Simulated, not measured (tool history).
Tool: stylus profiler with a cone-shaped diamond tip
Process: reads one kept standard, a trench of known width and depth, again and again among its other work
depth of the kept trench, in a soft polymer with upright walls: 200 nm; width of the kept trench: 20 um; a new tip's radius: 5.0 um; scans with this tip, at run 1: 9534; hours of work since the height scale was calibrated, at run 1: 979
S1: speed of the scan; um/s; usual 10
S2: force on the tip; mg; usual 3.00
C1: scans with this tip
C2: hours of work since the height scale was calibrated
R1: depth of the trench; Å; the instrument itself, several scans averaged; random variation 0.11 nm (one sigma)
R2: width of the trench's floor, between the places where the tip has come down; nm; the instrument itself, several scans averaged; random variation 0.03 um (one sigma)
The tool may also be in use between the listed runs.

run,hour,S1,S2,C1,C2,R1,R2
1,0.0,10,3.00,9534,979,2038.2,15190
2,56.5,34,3.00,9837,1010,2039.1,15050
3,129.8,34,3.00,10230,1050,2038.7,14950
4,189.7,10,3.00,10551,1083,2040.8,14990
5,255.6,10,3.00,10905,1120,2038.1,14910
6,338.4,10,7.02,11349,1165,2063.4,14860
# hour 349.2: new tip fitted, height scale calibrated
7,427.8,10,7.02,422,43,2056.5,17160
8,500.9,10,7.75,814,84,2057.8,16980
9,558.8,10,3.00,1124,115,2030.5,16870
10,657.8,10,5.36,1655,170,2045.4,16780
11,715.7,11,7.89,1966,202,2059.8,16700
12,817.8,30,1.73,2514,258,2020.3,16480
13,870.3,9,2.95,2795,287,2033.0,16490
14,942.8,9,2.95,3184,327,2032.8,16430
15,1014.5,10,2.65,3569,366,2031.3,16300
16,1118.0,8,4.62,4124,423,2046.0,16250
17,1191.9,3,2.05,4520,464,2026.4,16220
18,1273.8,4,5.39,4959,509,2047.7,16060
19,1370.9,4,5.39,5480,563,2049.5,16000
20,1470.4,10,1.07,6014,617,2022.1,15890

Hidden state at the last listed run before each entry between runs and at the first one after, where it differs:
Between runs 6 and 7: new tip fitted, height scale calibrated (hour 349.2)
  radius of the tip, um: 16.45 -> 5.22; height scale over the true one, %: 0.451 -> -0.006
  measured less the result without the state, R1: +9.2 -> -0.1 Å; R2: -2320 -> -60 nm
